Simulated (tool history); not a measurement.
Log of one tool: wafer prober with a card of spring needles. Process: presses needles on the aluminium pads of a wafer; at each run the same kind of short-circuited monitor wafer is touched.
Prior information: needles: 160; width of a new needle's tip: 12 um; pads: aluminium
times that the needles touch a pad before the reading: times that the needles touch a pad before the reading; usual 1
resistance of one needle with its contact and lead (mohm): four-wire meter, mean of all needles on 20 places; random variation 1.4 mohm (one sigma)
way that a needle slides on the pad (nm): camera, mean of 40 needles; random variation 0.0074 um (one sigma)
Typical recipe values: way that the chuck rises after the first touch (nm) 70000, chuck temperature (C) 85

run	day	way that the chuck rises after the first touch (nm)	chuck temperature (C)	times that the needles touch a pad before the reading	resistance of one needle with its contact and lead (mohm)	way that a needle slides on the pad (nm)
1	0.000	70000	85	1	131	8647
2	0.758	70000	85	1	130	8645
# day 1.146: tips cleaned on abrasive film
3	1.538	79000	85	1	128	9754
4	2.179	70000	85	1	135	8647
# day 2.267: tips cleaned on abrasive film
5	3.204	70000	85	1	130	8629
# day 3.450: tips cleaned on abrasive film
6	4.054	70000	85	1	128	8637
# day 4.583: tips cleaned on abrasive film
7	5.029	70000	85	1	131	8624
8	5.654	70000	85	1	130	8611
# day 5.700: tips cleaned on abrasive film
9	6.579	70000	85	1	134	8613
# day 6.854: tips cleaned on abrasive film
10	7.275	70000	85	1	129	8613
11	7.900	55000	34	1	127	6760
# day 7.975: tips cleaned on abrasive film
12	8.908	55000	34	1	126	6741
# day 9.112: tips cleaned on abrasive film
13	9.650	70000	64	1	126	8584
# day 10.279: tips cleaned on abrasive film
14	10.533	70000	85	1	130	8573
15	11.183	86000	60	1	125	10532
# day 11.392: tips cleaned on abrasive film
16	11.812	58000	85	1	133	7106
# day 12.083: height of the first contact set anew
# day 12.525: tips cleaned on abrasive film
17	12.667	70000	85	2	129	8572
18	13.150	74000	73	1	127	9051
# day 13.629: tips cleaned on abrasive film
19	13.971	74000	73	1	128	9054
20	14.575	66000	122	2	137	8069

Branching from run 20: 3 alternative next runs. What would each branch give?
# day 14.754: tips cleaned on abrasive film
A	15.562	86000	122	1	?	?
# day 14.754: tips cleaned on abrasive film
B	15.562	70000	122	1	?	?
# day 14.754: tips cleaned on abrasive film
C	15.562	81000	58	3	?	?

run	resistance of one needle with its contact and lead (mohm)	way that a needle slides on the pad (nm)
A	135	10511
B	134	8556
C	123	9903
Without the tool's unlogged condition, the same runs would have read:
run	resistance of one needle with its contact and lead (mohm)	way that a needle slides on the pad (nm)
A	134	10644
B	133	8664
C	123	10028
